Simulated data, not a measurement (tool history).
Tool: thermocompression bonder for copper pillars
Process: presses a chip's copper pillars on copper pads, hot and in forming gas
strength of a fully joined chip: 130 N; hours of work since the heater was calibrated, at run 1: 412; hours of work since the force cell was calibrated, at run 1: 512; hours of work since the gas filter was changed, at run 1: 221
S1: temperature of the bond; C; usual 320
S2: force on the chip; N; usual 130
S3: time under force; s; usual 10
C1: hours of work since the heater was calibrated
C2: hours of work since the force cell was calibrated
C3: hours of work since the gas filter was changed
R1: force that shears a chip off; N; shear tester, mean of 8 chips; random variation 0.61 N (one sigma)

{"run": 1, "hour": 0.0, "S1": 320, "S2": 130, "S3": 10, "C1": 412, "C2": 512, "C3": 221, "R1": 47.7}
{"run": 2, "hour": 17.6, "S1": 320, "S2": 130, "S3": 10, "C1": 424, "C2": 525, "C3": 233, "R1": 46.9}
{"run": 3, "hour": 42.5, "S1": 320, "S2": 130, "S3": 10, "C1": 442, "C2": 542, "C3": 251, "R1": 47.7}
{"run": 4, "hour": 69.5, "S1": 320, "S2": 130, "S3": 10, "C1": 461, "C2": 561, "C3": 270, "R1": 46.2}
{"run": 5, "hour": 105.9, "S1": 320, "S2": 130, "S3": 10, "C1": 486, "C2": 587, "C3": 295, "R1": 46.9}
{"run": 6, "hour": 127.9, "S1": 320, "S2": 130, "S3": 10, "C1": 502, "C2": 602, "C3": 311, "R1": 45.9}
{"run": 7, "hour": 143.0, "S1": 320, "S2": 130, "S3": 10, "C1": 512, "C2": 613, "C3": 321, "R1": 46.2}
{"run": 8, "hour": 179.7, "S1": 320, "S2": 130, "S3": 10, "C1": 538, "C2": 639, "C3": 347, "R1": 46.3}
{"run": 9, "hour": 203.9, "S1": 320, "S2": 130, "S3": 10, "C1": 555, "C2": 656, "C3": 364, "R1": 45.6}
{"run": 10, "hour": 220.4, "S1": 320, "S2": 88, "S3": 20, "C1": 567, "C2": 667, "C3": 376, "R1": 44.2}
{"hour": 225.4, "done": "heater calibrated with a thermocouple chip"}
{"run": 11, "hour": 238.5, "S1": 348, "S2": 130, "S3": 28, "C1": 9, "C2": 679, "C3": 387, "R1": 78.5}
{"run": 12, "hour": 272.5, "S1": 313, "S2": 130, "S3": 28, "C1": 33, "C2": 702, "C3": 411, "R1": 64.2}
{"hour": 279.2, "done": "forming gas filter changed"}
{"run": 13, "hour": 296.0, "S1": 325, "S2": 130, "S3": 28, "C1": 49, "C2": 719, "C3": 12, "R1": 75.2}
{"run": 14, "hour": 331.0, "S1": 325, "S2": 130, "S3": 28, "C1": 74, "C2": 743, "C3": 36, "R1": 73.7}
{"run": 15, "hour": 352.1, "S1": 344, "S2": 159, "S3": 5, "C1": 89, "C2": 758, "C3": 51, "R1": 54.6}

Forecast each of these 4 alternatives for the next run:
{"run": "A", "hour": 377.5, "S1": 344, "S2": 159, "S3": 7, "C1": 107, "C2": 776, "C3": 69, "R1": "?"}
{"run": "B", "hour": 377.5, "S1": 291, "S2": 86, "S3": 7, "C1": 107, "C2": 776, "C3": 69, "R1": "?"}
{"run": "C", "hour": 377.5, "S1": 318, "S2": 81, "S3": 21, "C1": 107, "C2": 776, "C3": 69, "R1": "?"}
{"run": "D", "hour": 377.5, "S1": 311, "S2": 107, "S3": 5, "C1": 107, "C2": 776, "C3": 69, "R1": "?"}

run=A R1=59.9
run=B R1=23
run=C R1=44.8
run=D R1=29.5
Without the tool's hidden state the same runs would have given:
run=A R1=59.9
run=B R1=22.5
run=C R1=44.4
run=D R1=29.1
